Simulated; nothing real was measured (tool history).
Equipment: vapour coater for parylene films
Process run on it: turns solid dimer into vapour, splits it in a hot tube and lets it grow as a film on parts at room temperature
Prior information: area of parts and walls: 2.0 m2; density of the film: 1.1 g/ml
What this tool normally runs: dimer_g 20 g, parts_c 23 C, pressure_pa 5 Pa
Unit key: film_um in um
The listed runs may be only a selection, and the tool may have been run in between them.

run 1 hour=0 | dimer_g=20 parts_c=23 pressure_pa=5 | film_um=7.05
run 2 hour=25.4 | dimer_g=20 parts_c=30 pressure_pa=5 | film_um=6.49
run 3 hour=46.7 | dimer_g=20 parts_c=24 pressure_pa=5 | film_um=7.06
run 4 hour=66.7 | dimer_g=20 parts_c=24 pressure_pa=5 | film_um=6.92
run 5 hour=84.5 | dimer_g=20 parts_c=23 pressure_pa=5 | film_um=7.18
run 6 hour=97.3 | dimer_g=20 parts_c=23 pressure_pa=5 | film_um=7.13
run 7 hour=115.8 | dimer_g=20 parts_c=23 pressure_pa=5 | film_um=7.09
-- hour=125.4 trap's valve overhauled
run 8 hour=132.1 | dimer_g=20 parts_c=23 pressure_pa=5 | film_um=7.1
run 9 hour=150.4 | dimer_g=20 parts_c=23 pressure_pa=5 | film_um=7.2
run 10 hour=173.4 | dimer_g=20 parts_c=23 pressure_pa=5 | film_um=7.11
run 11 hour=202.1 | dimer_g=20 parts_c=23 pressure_pa=5 | film_um=7.23
run 12 hour=223.3 | dimer_g=32 parts_c=23 pressure_pa=5 | film_um=11.42
run 13 hour=238.1 | dimer_g=20 parts_c=23 pressure_pa=5 | film_um=7.07
run 14 hour=252.2 | dimer_g=20 parts_c=23 pressure_pa=5 | film_um=7.23
run 15 hour=275.7 | dimer_g=8 parts_c=23 pressure_pa=5 | film_um=2.88
run 16 hour=304.4 | dimer_g=20 parts_c=23 pressure_pa=5 | film_um=7.15
run 17 hour=329.7 | dimer_g=20 parts_c=23 pressure_pa=5 | film_um=7.11
run 18 hour=348 | dimer_g=20 parts_c=23 pressure_pa=5 | film_um=7.15
run 19 hour=361.3 | dimer_g=20 parts_c=23 pressure_pa=5 | film_um=7.14
run 20 hour=389.8 | dimer_g=20 parts_c=23 pressure_pa=5 | film_um=7.19
run 21 hour=407.2 | dimer_g=20 parts_c=23 pressure_pa=5 | film_um=7.06
run 22 hour=434.8 | dimer_g=20 parts_c=23 pressure_pa=5 | film_um=7.19
run 23 hour=447.3 | dimer_g=20 parts_c=23 pressure_pa=5 | film_um=7.08
run 24 hour=473.5 | dimer_g=20 parts_c=18 pressure_pa=5 | film_um=7.8
run 25 hour=491.3 | dimer_g=20 parts_c=30 pressure_pa=5 | film_um=6.35
run 26 hour=511.7 | dimer_g=20 parts_c=30 pressure_pa=5 | film_um=6.34
run 27 hour=538.2 | dimer_g=20 parts_c=30 pressure_pa=5 | film_um=6.37
run 28 hour=565.8 | dimer_g=20 parts_c=27 pressure_pa=5 | film_um=6.65
run 29 hour=578.4 | dimer_g=12 parts_c=32 pressure_pa=5.25 | film_um=3.72
run 30 hour=605.6 | dimer_g=12 parts_c=32 pressure_pa=5.25 | film_um=3.67
run 31 hour=618.8 | dimer_g=21 parts_c=20 pressure_pa=3.71 | film_um=8.17
run 32 hour=639.9 | dimer_g=20 parts_c=23 pressure_pa=2.64 | film_um=8.11
run 33 hour=669.5 | dimer_g=12 parts_c=16 pressure_pa=3.9 | film_um=5.09
run 34 hour=692.7 | dimer_g=18 parts_c=22 pressure_pa=3.64 | film_um=6.9
run 35 hour=707.9 | dimer_g=31 parts_c=29 pressure_pa=6.47 | film_um=9.54
run 36 hour=721.4 | dimer_g=20 parts_c=21 pressure_pa=2.03 | film_um=8.9
run 37 hour=749.4 | dimer_g=20 parts_c=16 pressure_pa=2.02 | film_um=8.81
run 38 hour=765.9 | dimer_g=20 parts_c=16 pressure_pa=2.02 | film_um=8.8
run 39 hour=779 | dimer_g=13 parts_c=16 pressure_pa=2.02 | film_um=5.78
run 40 hour=803.8 | dimer_g=8 parts_c=18 pressure_pa=2.02 | film_um=3.56
run 41 hour=823.8 | dimer_g=20 parts_c=18 pressure_pa=3.81 | film_um=8.14
run 42 hour=852.1 | dimer_g=35 parts_c=29 pressure_pa=6.13 | film_um=11.09
run 43 hour=873.7 | dimer_g=35 parts_c=29 pressure_pa=6.13 | film_um=10.96
run 44 hour=898.2 | dimer_g=23 parts_c=20 pressure_pa=2.98 | film_um=9.54
run 45 hour=914.7 | dimer_g=32 parts_c=15 pressure_pa=5 | film_um=12.76
run 46 hour=944.4 | dimer_g=15 parts_c=17 pressure_pa=6.24 | film_um=5.57

Predict each of these 5 candidate next runs independently; none follows another, all start after run 46:
run A hour=966.5 | dimer_g=9 parts_c=23 pressure_pa=3.93 | film_um=?
run B hour=966.5 | dimer_g=15 parts_c=15 pressure_pa=3.83 | film_um=?
run C hour=966.5 | dimer_g=30 parts_c=30 pressure_pa=6.24 | film_um=?
run D hour=966.5 | dimer_g=15 parts_c=35 pressure_pa=6.24 | film_um=?
run E hour=966.5 | dimer_g=9 parts_c=18 pressure_pa=4.75 | film_um=?

run=A film_um=3.33
run=B film_um=6.34
run=C film_um=9.3
run=D film_um=4.21
run=E film_um=3.51
Stripped of hidden state, with their random variation kept, the same runs would have yielded:
run=A film_um=3.34
run=B film_um=6.37
run=C film_um=9.34
run=D film_um=4.23
run=E film_um=3.52
